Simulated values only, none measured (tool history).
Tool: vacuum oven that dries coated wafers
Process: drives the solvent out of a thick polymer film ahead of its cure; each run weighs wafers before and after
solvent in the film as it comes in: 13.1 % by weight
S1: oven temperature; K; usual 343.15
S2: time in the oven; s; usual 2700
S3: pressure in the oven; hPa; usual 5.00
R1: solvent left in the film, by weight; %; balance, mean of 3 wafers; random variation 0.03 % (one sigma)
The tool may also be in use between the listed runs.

| run | day | S1 | S2 | S3 | R1 |
|---|---|---|---|---|---|
| 1 | 0.000 | 343.15 | 2700 | 5.00 | 1.49 |
| 2 | 0.900 | 343.15 | 2700 | 5.00 | 1.47 |
| 3 | 2.867 | 343.15 | 2700 | 5.00 | 1.47 |
| 4 | 4.488 | 343.15 | 2700 | 5.00 | 1.49 |
| 5 | 6.446 | 343.15 | 2700 | 5.00 | 1.45 |
| 6 | 8.233 | 343.15 | 2700 | 5.00 | 1.49 |
| 7 | 9.662 | 343.15 | 2700 | 5.00 | 1.45 |
| 8 | 11.404 | 343.15 | 2700 | 5.00 | 1.44 |
| 9 | 12.825 | 343.15 | 2700 | 5.00 | 1.40 |
| 10 | 14.200 | 343.15 | 2700 | 5.00 | 1.41 |
| 11 | 15.579 | 343.15 | 2700 | 5.00 | 1.45 |
| 12 | 17.354 | 343.15 | 2700 | 5.00 | 1.48 |
|  | 17.529 | oven's thermocouples calibrated |
| 13 | 18.312 | 345.15 | 2700 | 5.00 | 1.02 |
| 14 | 19.975 | 345.15 | 2700 | 5.00 | 0.99 |
| 15 | 21.662 | 350.15 | 2700 | 5.00 | 0.41 |
| 16 | 22.508 | 341.15 | 2940 | 5.00 | 1.48 |
|  | 23.588 | oven's thermocouples calibrated, once more |
| 17 | 24.204 | 341.15 | 2940 | 5.00 | 1.82 |
|  | 24.896 | vacuum gauge cleaned of residue and calibrated |
| 18 | 25.967 | 345.15 | 2940 | 5.00 | 1.01 |
| 19 | 27.500 | 345.15 | 2940 | 5.00 | 0.95 |
| 20 | 28.633 | 336.15 | 2700 | 5.00 | 3.25 |
| 21 | 30.538 | 348.15 | 3600 | 10.25 | 0.56 |
| 22 | 31.658 | 348.15 | 3600 | 10.25 | 0.56 |
| 23 | 32.617 | 333.15 | 2700 | 9.16 | 4.29 |
| 24 | 33.529 | 345.15 | 1440 | 3.35 | 3.14 |
| 25 | 35.154 | 336.15 | 1680 | 6.44 | 5.11 |
| 26 | 36.962 | 341.15 | 4560 | 4.88 | 0.76 |
| 27 | 38.554 | 343.15 | 2700 | 2.52 | 1.43 |
| 28 | 40.296 | 351.15 | 2760 | 2.52 | 0.30 |
| 29 | 41.300 | 331.15 | 2700 | 11.36 | 4.88 |
| 30 | 42.383 | 331.15 | 2700 | 11.36 | 4.91 |

Hidden state or all else? Some run-to-run changes of R1, split into what the settings, what came in and random variation would give without the hidden state, and what is left for the hidden state (with any gauge scatter that isn't in both results):
The hidden state here: true wafer temperature over the reading, C; true pressure over the reading, kPa; drift of the gauge itself on solvent_pct, %.
Run 14 -> 15: S1 345.15 -> 350.15. R1 -0.58 %: hidden state +0.14, all else -0.72.
Run 15 -> 16: S1 350.15 -> 341.15, S2 2700 -> 2940. R1 +1.07 %: hidden state -0.24, all else +1.31.
Run 16 -> 17: oven's thermocouples calibrated, once more. R1 +0.34 %: hidden state +0.41, all else -0.07.
Run 22 -> 23: S1 348.15 -> 333.15, S2 3600 -> 2700, S3 10.25 -> 9.16. R1 +3.73 %: hidden state -0.08, all else +3.81.
Run 25 -> 26: S1 336.15 -> 341.15, S2 1680 -> 4560, S3 6.44 -> 4.88. R1 -4.35 %: hidden state +0.07, all else -4.42.
Run 28 -> 29: S1 351.15 -> 331.15, S2 2760 -> 2700, S3 2.52 -> 11.36. R1 +4.58 %: hidden state -0.14, all else +4.72.
